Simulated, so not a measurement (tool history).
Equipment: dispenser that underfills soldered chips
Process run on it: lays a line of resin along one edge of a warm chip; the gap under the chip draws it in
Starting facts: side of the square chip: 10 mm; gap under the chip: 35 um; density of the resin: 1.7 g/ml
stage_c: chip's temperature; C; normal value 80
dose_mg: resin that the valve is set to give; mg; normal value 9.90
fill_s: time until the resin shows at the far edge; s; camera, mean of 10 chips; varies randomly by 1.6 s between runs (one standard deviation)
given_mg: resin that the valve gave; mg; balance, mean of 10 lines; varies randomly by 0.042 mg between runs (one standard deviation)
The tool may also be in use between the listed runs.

run	hour	stage_c	dose_mg	fill_s	given_mg
1	0.0	80	9.90	196.3	9.30
# hour 3.4: new syringe of resin
2	5.5	80	9.80	174.5	9.07
3	8.0	80	9.80	183.4	9.12
4	11.8	80	9.80	201.6	9.10
5	14.7	80	9.80	213.1	9.12
# hour 15.2: new syringe of resin
6	19.0	80	9.80	176.8	9.11
# hour 22.7: dispensing valve cleaned and set on the balance
7	23.8	80	9.80	193.3	9.76
# hour 28.3: new syringe of resin
8	29.4	80	9.80	168.7	9.78
9	34.6	80	9.80	191.3	9.73
# hour 40.1: new syringe of resin
10	40.3	80	9.90	161.1	9.91
11	44.0	89	9.90	117.9	9.84
12	47.7	66	9.90	395.9	9.86
# hour 52.2: new syringe of resin
13	52.2	66	9.90	332.5	9.83
14	56.8	66	9.90	372.3	9.72
15	61.4	80	9.08	208.6	8.99
# hour 64.1: new syringe of resin
16	66.5	80	9.90	172.2	9.73
17	70.9	80	9.90	196.3	9.71
# hour 76.1: new syringe of resin
18	76.4	80	9.90	168.3	9.72
19	81.1	88	11.20	129.7	10.99
20	86.0	88	11.20	141.8	10.98
# hour 88.2: new syringe of resin
21	89.6	88	11.20	118.8	10.96
22	92.9	69	9.86	324.1	9.57
23	95.7	66	9.18	401.8	9.01
24	99.2	66	10.77	449.6	10.40
# hour 99.9: new syringe of resin
25	105.1	76	10.50	228.3	10.15
26	109.9	68	12.06	379.3	11.73
# hour 111.6: new syringe of resin
27	114.4	87	10.35	127.2	10.07
28	119.7	85	11.74	157.4	11.50
# hour 123.6: new syringe of resin
29	123.6	68	12.00	299.8	11.64
30	128.3	68	12.00	339.0	11.59
31	133.3	68	12.00	379.4	11.67
# hour 135.5: new syringe of resin
32	138.5	68	12.00	326.1	11.53
33	143.4	68	12.90	364.8	12.39
# hour 147.4: new syringe of resin
34	148.4	68	12.90	310.2	12.39
35	153.5	85	9.31	155.0	8.93

Results per run with the tool's hidden condition removed, run-to-run variation unchanged:
Unlogged tool condition in this case: resin's viscosity, % of fresh resin's; dose that the valve gives, % of what is set; true chip temperature over the reading, C; drift of the gauge itself on fill_s, %; drift of the gauge itself on given_mg, %.
run	fill_s	given_mg
1	157.2	9.94
2	160.7	9.71
3	159.4	9.77
4	160.1	9.76
5	158.0	9.79
6	158.6	9.79
7	159.8	9.79
8	157.8	9.82
9	158.0	9.79
10	156.8	9.98
11	105.4	9.93
12	322.0	9.96
13	321.1	9.94
14	322.7	9.85
15	162.5	9.12
16	158.1	9.88
17	162.5	9.88
18	160.1	9.90
19	110.9	11.21
20	107.6	11.22
21	110.0	11.21
22	276.0	9.80
23	319.5	9.23
24	330.2	10.67
25	193.5	10.43
26	286.7	12.08
27	114.4	10.39
28	125.2	11.88
29	286.0	12.03
30	289.2	12.00
31	287.5	12.10
32	287.2	11.97
33	285.9	12.89
34	287.1	12.91
35	127.0	9.32
